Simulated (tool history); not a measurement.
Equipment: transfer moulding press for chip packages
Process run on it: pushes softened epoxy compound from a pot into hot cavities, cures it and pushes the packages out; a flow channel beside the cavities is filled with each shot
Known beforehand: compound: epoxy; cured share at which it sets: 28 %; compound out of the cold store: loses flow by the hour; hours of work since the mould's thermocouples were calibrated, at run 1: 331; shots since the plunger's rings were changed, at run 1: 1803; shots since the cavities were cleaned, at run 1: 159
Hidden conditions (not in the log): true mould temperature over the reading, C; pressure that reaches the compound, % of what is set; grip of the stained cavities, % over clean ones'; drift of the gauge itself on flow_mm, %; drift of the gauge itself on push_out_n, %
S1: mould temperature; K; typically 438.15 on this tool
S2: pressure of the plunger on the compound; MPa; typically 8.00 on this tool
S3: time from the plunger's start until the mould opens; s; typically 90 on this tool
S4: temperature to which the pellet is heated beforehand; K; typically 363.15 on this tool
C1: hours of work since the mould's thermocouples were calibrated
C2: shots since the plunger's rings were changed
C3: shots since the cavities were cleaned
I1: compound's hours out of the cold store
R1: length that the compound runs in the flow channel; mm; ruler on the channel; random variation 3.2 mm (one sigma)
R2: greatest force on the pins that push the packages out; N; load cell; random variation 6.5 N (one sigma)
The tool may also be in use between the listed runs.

run,hour,S1,S2,S3,S4,C1,C2,C3,I1,R1,R2
1,0.0,438.15,8.00,90,363.15,331,1803,159,43.2,579,266
2,14.6,438.15,8.00,90,363.15,340,2003,359,8.9,678,270
3,26.8,438.15,8.00,90,363.15,348,2170,526,21.1,640,262
# hour 34.5: cavities cleaned with cleaning compound and waxed
4,39.4,438.15,8.00,90,363.15,355,2321,67,9.2,673,277
# hour 59.0: plunger's sealing rings changed
5,63.4,438.15,8.00,90,363.15,369,60,362,43.1,584,264
6,76.9,438.15,8.00,90,363.15,378,245,547,11.9,669,253
# hour 82.1: cavities cleaned with cleaning compound and waxed
7,88.5,438.15,8.00,90,363.15,384,383,87,16.1,647,273
8,98.8,438.15,8.00,90,371.15,391,525,229,19.5,643,262
9,110.0,438.15,8.00,110,363.15,398,679,383,42.7,583,228
# hour 128.8: cavities cleaned with cleaning compound and waxed
10,130.0,438.15,8.00,110,363.15,410,931,17,41.9,586,234
11,141.0,438.15,8.00,110,363.15,417,1082,168,34.7,603,234
12,154.7,438.15,8.00,90,363.15,426,1269,355,21.6,635,246
13,167.9,438.15,8.00,90,363.15,435,1450,536,22.4,634,262
# hour 174.7: cavities cleaned with cleaning compound and waxed
14,185.5,438.15,8.00,90,363.15,445,1671,148,21.9,637,268
15,200.7,433.15,6.76,90,366.15,455,1879,356,17.3,610,368
16,216.9,433.15,6.76,90,366.15,465,2101,578,35.3,563,344
# hour 221.2: cavities cleaned with cleaning compound and waxed
17,241.2,431.15,9.58,99,366.15,480,2412,273,41.9,663,325
# hour 254.6: plunger's sealing rings changed
18,254.6,440.15,8.41,114,368.15,487,0,423,26.4,630,231
# hour 269.5: cavities cleaned with cleaning compound and waxed
19,275.0,440.15,8.41,114,368.15,499,259,75,47.2,575,221
20,294.7,438.15,8.21,90,361.15,512,528,344,31.9,620,275
21,312.6,446.15,8.24,83,368.15,523,773,589,25.7,607,233
# hour 315.4: cavities cleaned with cleaning compound and waxed
22,335.1,446.15,8.24,83,368.15,537,1062,270,9.0,658,231
23,349.3,438.15,7.09,80,363.15,546,1256,464,13.4,630,341
# hour 361.5: cavities cleaned with cleaning compound and waxed
24,369.8,434.15,6.13,100,363.15,558,1516,113,10.0,601,279
25,390.1,434.15,6.13,100,363.15,572,1794,391,42.7,516,271
26,404.2,434.15,6.19,100,363.15,581,1988,585,18.2,586,284
# hour 407.2: cavities cleaned with cleaning compound and waxed
27,426.2,434.15,6.19,100,363.15,594,2267,259,9.1,615,285
28,439.6,442.15,8.10,100,363.15,603,2451,443,43.3,572,223

Here are 3 independent what-if runs from the current tool condition. What would each one return?
# hour 450.4: plunger's sealing rings changed
# hour 456.9: mould's thermocouples calibrated
# hour 458.4: cavities cleaned with cleaning compound and waxed
A,463.3,445.15,8.48,100,363.15,3,129,67,29.4,?,?
# hour 450.4: plunger's sealing rings changed
# hour 456.9: mould's thermocouples calibrated
# hour 458.4: cavities cleaned with cleaning compound and waxed
B,463.3,444.15,8.10,70,362.15,3,129,67,44.0,?,?
# hour 450.4: plunger's sealing rings changed
# hour 456.9: mould's thermocouples calibrated
# hour 458.4: cavities cleaned with cleaning compound and waxed
C,463.3,442.15,8.10,73,363.15,3,129,67,35.3,?,?

run,R1,R2
A,619,225
B,568,276
C,595,290
With no hidden state in the tool, these same runs would have given:
run,R1,R2
A,619,225
B,568,275
C,595,290
